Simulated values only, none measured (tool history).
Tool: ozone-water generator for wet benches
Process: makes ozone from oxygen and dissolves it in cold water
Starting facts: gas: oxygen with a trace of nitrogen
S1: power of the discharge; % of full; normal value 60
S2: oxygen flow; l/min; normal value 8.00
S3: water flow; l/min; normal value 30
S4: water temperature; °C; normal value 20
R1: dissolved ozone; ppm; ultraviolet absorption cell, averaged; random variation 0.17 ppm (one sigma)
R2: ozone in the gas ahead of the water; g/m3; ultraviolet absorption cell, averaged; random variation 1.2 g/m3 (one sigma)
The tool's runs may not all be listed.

| run | day | S1 | S2 | S3 | S4 | R1 | R2 |
|---|---|---|---|---|---|---|---|
| 1 | 0.000 | 60 | 8.00 | 30 | 20 | 20.8 | 219.7 |
| 2 | 1.454 | 60 | 8.00 | 30 | 20 | 20.7 | 218.7 |
| 3 | 3.454 | 60 | 8.00 | 30 | 20 | 20.4 | 219.6 |
| 4 | 5.175 | 60 | 8.00 | 30 | 20 | 20.7 | 219.5 |
| 5 | 6.879 | 60 | 8.00 | 30 | 14 | 22.2 | 219.2 |
| 6 | 9.221 | 60 | 8.00 | 30 | 14 | 22.3 | 219.4 |
|  | 11.342 | contactor cleaned |
| 7 | 11.838 | 60 | 8.00 | 18 | 20 | 33.1 | 217.3 |
| 8 | 14.000 | 60 | 8.00 | 30 | 20 | 22.9 | 218.3 |
| 9 | 15.750 | 60 | 8.00 | 30 | 20 | 22.6 | 219.0 |
| 10 | 17.829 | 60 | 8.00 | 23 | 20 | 28.0 | 218.3 |
| 11 | 18.946 | 60 | 11.86 | 30 | 20 | 20.6 | 165.8 |
| 12 | 20.304 | 60 | 11.86 | 30 | 20 | 20.5 | 167.7 |
| 13 | 22.517 | 60 | 8.00 | 38 | 20 | 17.8 | 216.9 |
| 14 | 24.092 | 60 | 8.00 | 40 | 20 | 16.9 | 218.5 |
| 15 | 26.508 | 91 | 8.00 | 30 | 20 | 30.7 | 297.1 |
| 16 | 27.521 | 91 | 8.00 | 30 | 20 | 30.6 | 297.6 |
| 17 | 28.642 | 91 | 8.00 | 30 | 20 | 30.6 | 299.5 |
| 18 | 29.688 | 91 | 8.00 | 30 | 20 | 30.5 | 293.7 |
| 19 | 30.988 | 52 | 13.04 | 30 | 20 | 18.1 | 137.7 |
| 20 | 32.821 | 52 | 13.04 | 30 | 20 | 18.1 | 138.9 |
| 21 | 35.225 | 60 | 8.00 | 30 | 20 | 22.3 | 215.3 |
| 22 | 36.308 | 60 | 8.00 | 23 | 14 | 30.7 | 214.8 |
| 23 | 38.179 | 60 | 8.00 | 23 | 14 | 31.0 | 217.3 |
| 24 | 39.275 | 99 | 4.52 | 30 | 20 | 33.8 | 463.4 |
| 25 | 40.450 | 99 | 4.52 | 30 | 20 | 34.2 | 468.4 |
| 26 | 42.088 | 47 | 4.52 | 34 | 20 | 17.1 | 268.1 |
| 27 | 43.796 | 47 | 4.52 | 34 | 20 | 17.3 | 268.5 |
| 28 | 45.421 | 52 | 8.89 | 34 | 20 | 17.2 | 181.7 |
| 29 | 46.796 | 52 | 8.89 | 34 | 20 | 17.2 | 179.0 |
| 30 | 48.600 | 60 | 13.40 | 30 | 17 | 20.4 | 149.9 |
| 31 | 50.538 | 60 | 13.40 | 30 | 17 | 20.8 | 150.3 |
| 32 | 52.125 | 79 | 4.53 | 27 | 20 | 32.0 | 391.9 |

What would each run have given without the hidden state, its run-to-run variation left as it was?
Hidden state at play: yield of the discharge, % of new electrodes'; contactor's efficiency, % of a clean one's; true water temperature over the reading, C; drift of the gauge itself on ozone_ppm, %; drift of the gauge itself on gas_g_m3, %.
| run | R1 | R2 |
|---|---|---|
| 1 | 23.5 | 225.8 |
| 2 | 23.5 | 224.9 |
| 3 | 23.2 | 226.1 |
| 4 | 23.5 | 226.1 |
| 5 | 25.3 | 226.0 |
| 6 | 25.5 | 226.4 |
| 7 | 34.3 | 224.4 |
| 8 | 23.8 | 225.7 |
| 9 | 23.5 | 226.6 |
| 10 | 29.1 | 226.0 |
| 11 | 21.5 | 171.8 |
| 12 | 21.4 | 173.9 |
| 13 | 18.6 | 225.1 |
| 14 | 17.7 | 226.9 |
| 15 | 32.6 | 313.2 |
| 16 | 32.5 | 313.8 |
| 17 | 32.6 | 316.0 |
| 18 | 32.5 | 310.2 |
| 19 | 18.9 | 142.7 |
| 20 | 19.0 | 144.0 |
| 21 | 23.5 | 224.6 |
| 22 | 32.3 | 224.2 |
| 23 | 32.7 | 226.9 |
| 24 | 36.4 | 493.6 |
| 25 | 36.8 | 499.2 |
| 26 | 18.0 | 277.9 |
| 27 | 18.1 | 278.5 |
| 28 | 18.2 | 189.3 |
| 29 | 18.2 | 186.6 |
| 30 | 21.8 | 157.3 |
| 31 | 22.1 | 157.9 |
| 32 | 34.5 | 416.7 |
